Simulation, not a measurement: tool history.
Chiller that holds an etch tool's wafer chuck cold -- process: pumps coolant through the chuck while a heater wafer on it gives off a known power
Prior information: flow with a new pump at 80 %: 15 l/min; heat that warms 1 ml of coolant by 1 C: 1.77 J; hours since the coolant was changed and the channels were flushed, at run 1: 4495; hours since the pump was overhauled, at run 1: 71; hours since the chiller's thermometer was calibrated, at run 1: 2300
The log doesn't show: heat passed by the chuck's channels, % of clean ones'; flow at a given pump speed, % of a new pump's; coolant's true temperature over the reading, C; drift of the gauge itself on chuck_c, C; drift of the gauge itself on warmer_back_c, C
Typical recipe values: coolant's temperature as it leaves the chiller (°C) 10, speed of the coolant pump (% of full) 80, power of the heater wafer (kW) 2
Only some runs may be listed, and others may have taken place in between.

run	hour	coolant's temperature as it leaves the chiller (°C)	speed of the coolant pump (% of full)	power of the heater wafer (kW)	hours since the coolant was changed and the channels were flushed	hours since the pump was overhauled	hours since the chiller's thermometer was calibrated	chuck's temperature once it has settled (°C)	how much warmer the coolant comes back (C)
1	0	10	80	2	4495	71	2300	29.1	4.45
2	28	10	61	2	4523	99	2328	33.9	6.08
3	60.2	10	61	2	4555	131	2360	33.8	6.05
4	97.8	10	61	2	4593	169	2397	34	6
5	128.9	10	68	2	4624	200	2429	31.8	5.35
6	170.7	12	68	2	4666	242	2470	33.8	5.35
7	206.2	4	80	2	4701	277	2506	23.2	4.47
8	227.3	3	80	2	4722	298	2527	22.4	4.43
9	270.6	3	80	2	4766	341	2570	22.3	4.53
10	295.7	3	80	2	4791	367	2595	22.2	4.51
11	325.4	3	80	2	4820	396	2625	22.3	4.5
12	361.2	10	80	2	4856	432	2661	29.3	4.51
13	380.9	10	80	2	4876	452	2681	29.2	4.48
14	411.6	10	80	2	4907	483	2711	29.1	4.51
15	438.4	10	80	2	4934	509	2738	29.3	4.49
16	477.1	10	80	2	4972	548	2777	29.2	4.48
# hour 481: chiller's thermometer calibrated
17	519	4	80	1.559	5013	589	38	19	3.56
18	543.4	4	86	1.559	5037	613	62	17.9	3.22
19	569.3	4	86	1.559	5063	639	88	18	3.24
20	589.6	10	92	2	5084	659	109	27.1	3.94
21	632	10	92	2	5126	702	151	27.4	3.91
22	669.5	7	83	1.926	5164	739	189	25	4.19
23	689.9	7	83	1.926	5184	760	209	25.1	4.23
24	722	7	83	1.926	5216	792	241	25.2	4.2
# hour 735.3: chiller's thermometer calibrated, once more
25	767.7	9	76	1.304	5261	837	32	22.3	3.08
26	794.5	10	97	2	5288	863	59	26.8	3.7
27	828.4	12	65	2.822	5321	897	93	44.7	8.02
28	867.4	12	65	2.822	5361	936	132	44.9	7.95
29	890.4	10	75	2.73	5384	959	155	38.6	6.64
30	919	15	80	1.714	5412	988	184	31.9	3.89
31	947.3	7	80	1.714	5440	1016	212	23.8	3.87
32	982.1	7	80	1.714	5475	1051	247	24	3.87

Below are 4 alternative next runs, each starting from the tool's condition after run 32. Predict each:
A	1013.2	9	80	2.463	5506	1082	278	?	?
B	1013.2	19	80	1.08	5506	1082	278	?	?
C	1013.2	1	80	1.714	5506	1082	278	?	?
D	1013.2	13	68	1.714	5506	1082	278	?	?

run	chuck's temperature once it has settled (°C)	how much warmer the coolant comes back (C)
A	33.4	5.61
B	29.6	2.48
C	18	3.86
D	32.4	4.69
Take away the tool's hidden state, keep each run's random variation, and the runs would have read:
run	chuck's temperature once it has settled (°C)	how much warmer the coolant comes back (C)
A	30.7	5.59
B	28.5	2.47
C	16.2	3.85
D	30.3	4.68
